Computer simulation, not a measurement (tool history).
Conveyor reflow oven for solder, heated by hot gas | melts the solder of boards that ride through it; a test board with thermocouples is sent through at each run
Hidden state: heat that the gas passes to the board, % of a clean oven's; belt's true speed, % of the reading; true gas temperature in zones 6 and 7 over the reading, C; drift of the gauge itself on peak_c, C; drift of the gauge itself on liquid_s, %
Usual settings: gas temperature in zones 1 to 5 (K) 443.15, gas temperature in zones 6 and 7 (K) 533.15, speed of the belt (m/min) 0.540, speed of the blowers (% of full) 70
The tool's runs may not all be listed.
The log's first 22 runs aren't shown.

| run | hour | gas temperature in zones 1 to 5 (K) | gas temperature in zones 6 and 7 (K) | speed of the belt (m/min) | speed of the blowers (% of full) | hours of work since the flux was cleaned out | hours of work since the belt drive was overhauled | hours of work since the thermocouples were changed | highest temperature of the board (K) | time above the solder's melting point (s) |
|---|---|---|---|---|---|---|---|---|---|---|
| 23 | 1551.8 | 442.15 | 536.15 | 0.540 | 61 | 160 | 1070 | 130 | 517.75 | 50.9 |
| 24 | 1625.4 | 437.15 | 539.15 | 0.594 | 60 | 192 | 1102 | 162 | 515.05 | 40.6 |
|  | 1680.2 | flux residue cleaned out of gas plates and filters |
| 25 | 1721.1 | 456.15 | 530.15 | 0.619 | 73 | 18 | 1141 | 201 | 515.95 | 48.4 |
|  | 1769.0 | belt drive overhauled, speed set with a stopwatch |
| 26 | 1810.8 | 440.15 | 524.15 | 0.470 | 70 | 55 | 18 | 238 | 513.35 | 54.3 |
| 27 | 1875.5 | 443.15 | 529.15 | 0.439 | 72 | 82 | 46 | 266 | 519.75 | 67.6 |
| 28 | 1943.4 | 434.15 | 541.15 | 0.478 | 56 | 112 | 75 | 295 | 522.05 | 57.7 |
| 29 | 2013.4 | 431.15 | 527.15 | 0.540 | 89 | 142 | 105 | 325 | 514.05 | 45.1 |
| 30 | 2077.4 | 431.15 | 527.15 | 0.540 | 89 | 169 | 133 | 353 | 513.25 | 44.7 |

3 ways to go on from here, each from the tool as it stands after run 30. What would each give?
| A | 2146.3 | 454.15 | 533.15 | 0.540 | 51 | 199 | 163 | 383 | ? | ? |
| B | 2146.3 | 438.15 | 541.15 | 0.540 | 50 | 199 | 163 | 383 | ? | ? |
| C | 2146.3 | 431.15 | 527.15 | 0.480 | 73 | 199 | 163 | 383 | ? | ? |

| run | highest temperature of the board (K) | time above the solder's melting point (s) |
|---|---|---|
| A | 512.45 | 47.1 |
| B | 514.75 | 43.5 |
| C | 512.95 | 49.9 |
Without the tool's hidden state the same runs would have given:
| run | highest temperature of the board (K) | time above the solder's melting point (s) |
|---|---|---|
| A | 514.25 | 49.6 |
| B | 516.95 | 46.1 |
| C | 515.05 | 53.1 |
